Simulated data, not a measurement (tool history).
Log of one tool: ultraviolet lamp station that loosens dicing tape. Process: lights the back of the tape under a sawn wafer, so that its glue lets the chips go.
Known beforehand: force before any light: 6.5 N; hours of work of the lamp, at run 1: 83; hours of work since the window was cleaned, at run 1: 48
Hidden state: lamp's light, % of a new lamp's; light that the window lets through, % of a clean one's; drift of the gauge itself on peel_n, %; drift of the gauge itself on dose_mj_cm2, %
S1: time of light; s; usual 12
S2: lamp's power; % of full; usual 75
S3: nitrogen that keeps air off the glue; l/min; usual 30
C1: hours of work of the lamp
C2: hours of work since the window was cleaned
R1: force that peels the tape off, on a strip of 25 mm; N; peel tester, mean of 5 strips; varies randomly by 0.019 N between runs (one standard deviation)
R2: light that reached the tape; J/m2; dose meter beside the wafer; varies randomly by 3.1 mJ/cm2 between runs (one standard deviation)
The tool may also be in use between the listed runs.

{"run": 1, "hour": 0.0, "S1": 12, "S2": 75, "S3": 30, "C1": 83, "C2": 48, "R1": 1.072, "R2": 4360}
{"run": 2, "hour": 5.3, "S1": 12, "S2": 75, "S3": 30, "C1": 85, "C2": 51, "R1": 1.037, "R2": 4320}
{"run": 3, "hour": 15.2, "S1": 12, "S2": 97, "S3": 30, "C1": 91, "C2": 57, "R1": 0.645, "R2": 5610}
{"run": 4, "hour": 25.8, "S1": 12, "S2": 75, "S3": 40, "C1": 97, "C2": 63, "R1": 0.849, "R2": 4290}
{"run": 5, "hour": 31.5, "S1": 12, "S2": 75, "S3": 27, "C1": 100, "C2": 66, "R1": 1.181, "R2": 4330}
{"run": 6, "hour": 39.3, "S1": 12, "S2": 75, "S3": 27, "C1": 104, "C2": 70, "R1": 1.098, "R2": 4300}
{"run": 7, "hour": 47.5, "S1": 12, "S2": 75, "S3": 27, "C1": 109, "C2": 74, "R1": 1.152, "R2": 4310}
{"run": 8, "hour": 56.3, "S1": 12, "S2": 75, "S3": 27, "C1": 114, "C2": 79, "R1": 1.115, "R2": 4220}
{"run": 9, "hour": 66.7, "S1": 12, "S2": 75, "S3": 10, "C1": 119, "C2": 85, "R1": 1.982, "R2": 4210}
{"run": 10, "hour": 77.3, "S1": 12, "S2": 75, "S3": 30, "C1": 125, "C2": 91, "R1": 1.101, "R2": 4220}
{"run": 11, "hour": 84.2, "S1": 12, "S2": 75, "S3": 30, "C1": 129, "C2": 95, "R1": 1.118, "R2": 4170}
{"run": 12, "hour": 91.5, "S1": 12, "S2": 75, "S3": 30, "C1": 133, "C2": 99, "R1": 1.135, "R2": 4210}
{"run": 13, "hour": 101.5, "S1": 12, "S2": 75, "S3": 30, "C1": 138, "C2": 104, "R1": 1.109, "R2": 4160}
{"run": 14, "hour": 110.1, "S1": 12, "S2": 75, "S3": 30, "C1": 143, "C2": 109, "R1": 1.136, "R2": 4120}
{"run": 15, "hour": 116.8, "S1": 15, "S2": 98, "S3": 10, "C1": 147, "C2": 113, "R1": 1.079, "R2": 6730}
{"hour": 118.2, "done": "window cleaned of glue's vapour"}
{"run": 16, "hour": 121.7, "S1": 7, "S2": 62, "S3": 14, "C1": 149, "C2": 2, "R1": 3.6, "R2": 1960}

What will run 17 give?
{"run": 17, "hour": 128.5, "S1": 7, "S2": 75, "S3": 13, "C1": 153, "C2": 6, "R1": "?", "R2": "?"}

Run 17 came out at R1 3.189 N, R2 2380 J/m2.
With the hidden condition absent and the run-to-run variation left alone, this run would have shown R1 2.86 N, R2 2740 J/m2.

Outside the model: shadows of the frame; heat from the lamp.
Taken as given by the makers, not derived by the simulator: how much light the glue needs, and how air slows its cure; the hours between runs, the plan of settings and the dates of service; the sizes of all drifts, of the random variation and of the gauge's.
